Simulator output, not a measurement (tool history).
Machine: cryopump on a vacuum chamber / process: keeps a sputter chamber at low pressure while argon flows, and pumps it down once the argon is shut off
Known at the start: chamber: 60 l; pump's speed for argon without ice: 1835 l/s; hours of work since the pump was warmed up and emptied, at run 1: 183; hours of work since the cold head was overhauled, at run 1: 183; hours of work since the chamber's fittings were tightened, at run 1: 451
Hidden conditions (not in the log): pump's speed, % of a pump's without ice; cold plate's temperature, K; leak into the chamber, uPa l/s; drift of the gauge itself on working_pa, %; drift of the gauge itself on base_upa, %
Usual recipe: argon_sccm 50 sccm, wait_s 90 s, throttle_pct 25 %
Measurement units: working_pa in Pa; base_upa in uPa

run	day	argon_sccm	wait_s	throttle_pct	hours of work since the pump was warmed up and emptied	hours of work since the cold head was overhauled	hours of work since the chamber's fittings were tightened	working_pa	base_upa
1	0	50	90	25	183	183	451	0.1877	0.92
2	0.871	50	83	25	199	199	467	0.1873	0.96
3	1.796	50	81	25	217	217	484	0.1868	1.04
4	2.658	50	90	25	233	233	501	0.1877	0.95
5	3.562	47	90	25	250	250	518	0.1779	0.98
6	4.229	47	90	25	263	263	531	0.1782	0.98
7	4.746	50	90	25	272	272	540	0.1894	0.98
8	5.212	50	90	25	281	281	549	0.1896	0.99
9	5.829	50	90	25	293	293	561	0.1892	1.03
10	6.658	23	90	25	309	309	576	0.0876	1.03
11	7.067	23	90	25	316	316	584	0.0867	1.04
12	7.983	50	90	25	334	334	602	0.1909	1.02
13	8.458	50	30	25	343	343	610	0.1906	1.99
14	8.95	47	30	25	352	352	620	0.1807	1.96
15	9.396	47	30	25	360	360	628	0.1797	1.99
16	10.1	47	30	25	374	374	642	0.1793	1.93
17	10.583	47	253	25	383	383	651	0.1812	0.78
18	11.096	47	253	25	392	392	660	0.1798	0.81
19	11.867	47	253	25	407	407	675	0.181	0.82
20	12.558	47	88	25	420	420	688	0.1811	1.1
21	13.108	48	90	23	431	431	698	0.1999	1.14
22	13.575	27	53	18	439	439	707	0.1426	1.44
23	14.146	27	70	25	450	450	718	0.1046	1.28
24	14.767	39	64	21	462	462	730	0.1783	1.33
25	15.454	50	268	27	475	475	743	0.1788	0.9
26	16.012	50	268	49	485	485	753	0.1042	0.89
27	16.762	100	194	24	500	500	768	0.4048	0.98
28	17.538	72	53	20	514	514	782	0.3497	1.57
29	17.975	50	204	25	523	523	790	0.1939	0.99
30	18.612	22	154	19	535	535	803	0.1113	1.04
31	19.012	22	154	19	542	542	810	0.1103	1.06
32	19.658	20	41	19	554	554	822	0.1019	1.8
# day 20.479: pump warmed up, emptied and cooled again
33	20.638	33	90	25	3	569	837	0.1206	1.08

Run 34, settings as shown, results not yet in. Your forecast:
34	21.396	27	174	47	17	583	851	?	?

{"run 34": {"working_pa": 0.0529, "base_upa": 0.87}}
On a tool with no hidden condition, and with the same random variation, this run would have come out at working_pa 0.0525 Pa, base_upa 0.37 uPa.
